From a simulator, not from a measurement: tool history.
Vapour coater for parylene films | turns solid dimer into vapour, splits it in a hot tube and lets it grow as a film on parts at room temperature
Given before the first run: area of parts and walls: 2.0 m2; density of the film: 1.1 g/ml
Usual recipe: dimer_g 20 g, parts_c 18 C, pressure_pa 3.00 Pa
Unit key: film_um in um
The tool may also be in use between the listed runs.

Run 1, hour 0.0: usual settings. Result: film_um 5.43 um.
Run 2, hour 21.3: usual settings. Result: film_um 5.44 um.
At hour 45.8: trap's valve overhauled.
Run 3, hour 54.6: usual settings but pressure_pa 9.47 Pa. Result: film_um 4.04 um.
Run 4, hour 73.0: usual settings but pressure_pa 9.47 Pa. Result: film_um 4.02 um.
Run 5, hour 100.8: usual settings but pressure_pa 3.12 Pa. Result: film_um 5.35 um.
Run 6, hour 133.0: usual settings but parts_c 26 C. Result: film_um 4.59 um.
Run 7, hour 174.1: usual settings but parts_c 26 C. Result: film_um 4.61 um.
At hour 195.0: trap's valve overhauled, once more.
Run 8, hour 213.7: usual settings but parts_c 26 C, pressure_pa 3.93 Pa. Result: film_um 4.58 um.
Run 9, hour 237.7: usual settings but parts_c 17 C. Result: film_um 5.74 um.
Run 10, hour 276.6: usual settings but dimer_g 18 g, parts_c 11 C, pressure_pa 6.46 Pa. Result: film_um 4.81 um.
Run 11, hour 295.6: usual settings but dimer_g 18 g, parts_c 11 C, pressure_pa 6.46 Pa. Result: film_um 4.83 um.
Run 12, hour 329.2: usual settings but dimer_g 18 g, parts_c 15 C, pressure_pa 7.66 Pa. Result: film_um 4.24 um.
Run 13, hour 352.2: usual settings but parts_c 20 C. Result: film_um 5.38 um.
Run 14, hour 375.5: usual settings but dimer_g 11 g, parts_c 17 C, pressure_pa 8.76 Pa. Result: film_um 2.40 um.
Run 15, hour 397.2: usual settings but dimer_g 11 g, parts_c 17 C, pressure_pa 3.41 Pa. Result: film_um 3.04 um.
Run 16, hour 415.6: usual settings but dimer_g 21 g, parts_c 16 C, pressure_pa 3.78 Pa. Result: film_um 5.71 um.

Pick out some run-to-run changes in film_um. Of each, how much would a tool without hidden state show as well, from the settings, what came in and chance, and how much is left for the hidden state and any gauge scatter not in both results compared?
What the log doesn't record here: vapour lost through the trap's worn valve, %; true temperature of the parts over the reading, C; drift of the gauge itself on film_um, %.
Run 7 -> 8: pressure_pa 3.00 -> 3.93, trap's valve overhauled, once more. film_um -0.03 um: hidden state +0.31, all else -0.34.
Run 13 -> 14: dimer_g 20 -> 11, parts_c 20 -> 17, pressure_pa 3.00 -> 8.76. film_um -2.98 um: hidden state +0.01, all else -2.99.
